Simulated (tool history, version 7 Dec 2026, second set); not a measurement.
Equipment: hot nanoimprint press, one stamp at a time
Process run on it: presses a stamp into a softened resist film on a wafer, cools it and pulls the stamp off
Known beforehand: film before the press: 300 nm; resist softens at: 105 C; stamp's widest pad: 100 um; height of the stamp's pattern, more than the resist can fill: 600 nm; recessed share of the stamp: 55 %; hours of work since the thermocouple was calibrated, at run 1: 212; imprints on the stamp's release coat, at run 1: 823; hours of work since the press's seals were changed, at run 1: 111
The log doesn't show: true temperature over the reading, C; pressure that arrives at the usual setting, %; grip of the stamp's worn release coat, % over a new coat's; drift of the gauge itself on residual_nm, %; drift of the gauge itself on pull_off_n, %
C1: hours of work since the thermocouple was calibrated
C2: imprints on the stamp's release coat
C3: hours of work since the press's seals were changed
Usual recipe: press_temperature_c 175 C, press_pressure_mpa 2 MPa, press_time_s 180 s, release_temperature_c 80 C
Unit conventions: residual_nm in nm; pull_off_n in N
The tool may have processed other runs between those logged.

{"run": 1, "hour": 0.0, "press_temperature_c": 175, "press_pressure_mpa": 2, "press_time_s": 180, "release_temperature_c": 80, "C1": 212, "C2": 823, "C3": 111, "residual_nm": 141, "pull_off_n": 236}
{"run": 2, "hour": 9.6, "press_temperature_c": 175, "press_pressure_mpa": 2, "press_time_s": 180, "release_temperature_c": 80, "C1": 218, "C2": 867, "C3": 116, "residual_nm": 140.6, "pull_off_n": 237}
{"run": 3, "hour": 14.3, "press_temperature_c": 186, "press_pressure_mpa": 2, "press_time_s": 180, "release_temperature_c": 80, "C1": 220, "C2": 889, "C3": 119, "residual_nm": 84.8, "pull_off_n": 244}
{"run": 4, "hour": 21.2, "press_temperature_c": 186, "press_pressure_mpa": 2, "press_time_s": 180, "release_temperature_c": 80, "C1": 225, "C2": 921, "C3": 123, "residual_nm": 84.9, "pull_off_n": 237}
{"run": 5, "hour": 30.2, "press_temperature_c": 186, "press_pressure_mpa": 2, "press_time_s": 180, "release_temperature_c": 80, "C1": 230, "C2": 962, "C3": 129, "residual_nm": 85.4, "pull_off_n": 240}
{"run": 6, "hour": 36.9, "press_temperature_c": 180, "press_pressure_mpa": 2, "press_time_s": 180, "release_temperature_c": 80, "C1": 234, "C2": 993, "C3": 133, "residual_nm": 111.5, "pull_off_n": 243}
{"run": 7, "hour": 45.8, "press_temperature_c": 180, "press_pressure_mpa": 2, "press_time_s": 180, "release_temperature_c": 80, "C1": 239, "C2": 1035, "C3": 138, "residual_nm": 111.2, "pull_off_n": 256}
{"run": 8, "hour": 52.4, "press_temperature_c": 173, "press_pressure_mpa": 2, "press_time_s": 180, "release_temperature_c": 80, "C1": 243, "C2": 1065, "C3": 142, "residual_nm": 153.5, "pull_off_n": 265}
{"run": 9, "hour": 59.1, "press_temperature_c": 173, "press_pressure_mpa": 2, "press_time_s": 180, "release_temperature_c": 80, "C1": 247, "C2": 1096, "C3": 146, "residual_nm": 153.4, "pull_off_n": 257}
{"run": 10, "hour": 64.9, "press_temperature_c": 173, "press_pressure_mpa": 2, "press_time_s": 180, "release_temperature_c": 65, "C1": 250, "C2": 1122, "C3": 149, "residual_nm": 153.7, "pull_off_n": 297}
{"hour": 68.4, "done": "plate thermocouple calibrated"}
{"run": 11, "hour": 72.3, "press_temperature_c": 173, "press_pressure_mpa": 2, "press_time_s": 180, "release_temperature_c": 65, "C1": 2, "C2": 1143, "C3": 152, "residual_nm": 153.3, "pull_off_n": 293}
{"run": 12, "hour": 78.1, "press_temperature_c": 173, "press_pressure_mpa": 2, "press_time_s": 180, "release_temperature_c": 65, "C1": 6, "C2": 1170, "C3": 155, "residual_nm": 153.2, "pull_off_n": 291}
{"run": 13, "hour": 82.1, "press_temperature_c": 173, "press_pressure_mpa": 2, "press_time_s": 180, "release_temperature_c": 65, "C1": 8, "C2": 1188, "C3": 158, "residual_nm": 153.3, "pull_off_n": 306}
{"run": 14, "hour": 87.4, "press_temperature_c": 173, "press_pressure_mpa": 1.58, "press_time_s": 350, "release_temperature_c": 84, "C1": 11, "C2": 1213, "C3": 161, "residual_nm": 132.5, "pull_off_n": 262}
{"run": 15, "hour": 95.4, "press_temperature_c": 172, "press_pressure_mpa": 1.49, "press_time_s": 133, "release_temperature_c": 71, "C1": 16, "C2": 1250, "C3": 165, "residual_nm": 195.8, "pull_off_n": 303}
{"run": 16, "hour": 103.6, "press_temperature_c": 172, "press_pressure_mpa": 1.49, "press_time_s": 126, "release_temperature_c": 72, "C1": 21, "C2": 1287, "C3": 170, "residual_nm": 198.4, "pull_off_n": 291}
{"run": 17, "hour": 109.0, "press_temperature_c": 183, "press_pressure_mpa": 2, "press_time_s": 180, "release_temperature_c": 75, "C1": 24, "C2": 1313, "C3": 174, "residual_nm": 97.2, "pull_off_n": 287}
{"run": 18, "hour": 115.1, "press_temperature_c": 183, "press_pressure_mpa": 1.33, "press_time_s": 180, "release_temperature_c": 78, "C1": 28, "C2": 1341, "C3": 177, "residual_nm": 117.6, "pull_off_n": 287}
{"hour": 120.9, "done": "plate thermocouple calibrated, once more"}
{"run": 19, "hour": 122.3, "press_temperature_c": 183, "press_pressure_mpa": 3.02, "press_time_s": 173, "release_temperature_c": 68, "C1": 1, "C2": 1360, "C3": 180, "residual_nm": 81.5, "pull_off_n": 319}
{"run": 20, "hour": 127.4, "press_temperature_c": 182, "press_pressure_mpa": 2, "press_time_s": 180, "release_temperature_c": 80, "C1": 4, "C2": 1384, "C3": 183, "residual_nm": 103.6, "pull_off_n": 285}
{"run": 21, "hour": 135.4, "press_temperature_c": 186, "press_pressure_mpa": 2, "press_time_s": 180, "release_temperature_c": 80, "C1": 9, "C2": 1421, "C3": 187, "residual_nm": 86.2, "pull_off_n": 285}
{"run": 22, "hour": 142.4, "press_temperature_c": 186, "press_pressure_mpa": 2, "press_time_s": 180, "release_temperature_c": 80, "C1": 13, "C2": 1453, "C3": 192, "residual_nm": 86.5, "pull_off_n": 290}
{"run": 23, "hour": 146.4, "press_temperature_c": 186, "press_pressure_mpa": 2, "press_time_s": 180, "release_temperature_c": 83, "C1": 15, "C2": 1472, "C3": 194, "residual_nm": 86.7, "pull_off_n": 273}
{"run": 24, "hour": 153.2, "press_temperature_c": 186, "press_pressure_mpa": 2, "press_time_s": 180, "release_temperature_c": 83, "C1": 19, "C2": 1503, "C3": 198, "residual_nm": 85.7, "pull_off_n": 279}
{"run": 25, "hour": 162.3, "press_temperature_c": 178, "press_pressure_mpa": 2, "press_time_s": 94, "release_temperature_c": 80, "C1": 25, "C2": 1545, "C3": 203, "residual_nm": 157, "pull_off_n": 294}

Hidden state at the last listed run before each entry between runs and at the first one after, where it differs:
Logged between run 10 and run 11: plate thermocouple calibrated (hour 68.4)
  true temperature over the reading, C: 0.2 -> 0.26; pressure that arrives at the usual setting, %: 100.37 -> 100.36; grip of the stamp's worn release coat, % over a new coat's: 51 -> 52
  the result without the hidden state subtracted from the measured one, residual_nm: -1.6 -> -2.1 nm; pull_off_n: +99 -> +99 N
Logged between run 18 and run 19: plate thermocouple calibrated, once more (hour 120.9)
  true temperature over the reading, C: 0.31 -> -0.17; grip of the stamp's worn release coat, % over a new coat's: 61.9 -> 62.9
  the result without the hidden state subtracted from the measured one, residual_nm: -1.7 -> +0.5 nm; pull_off_n: +110 -> +124 N
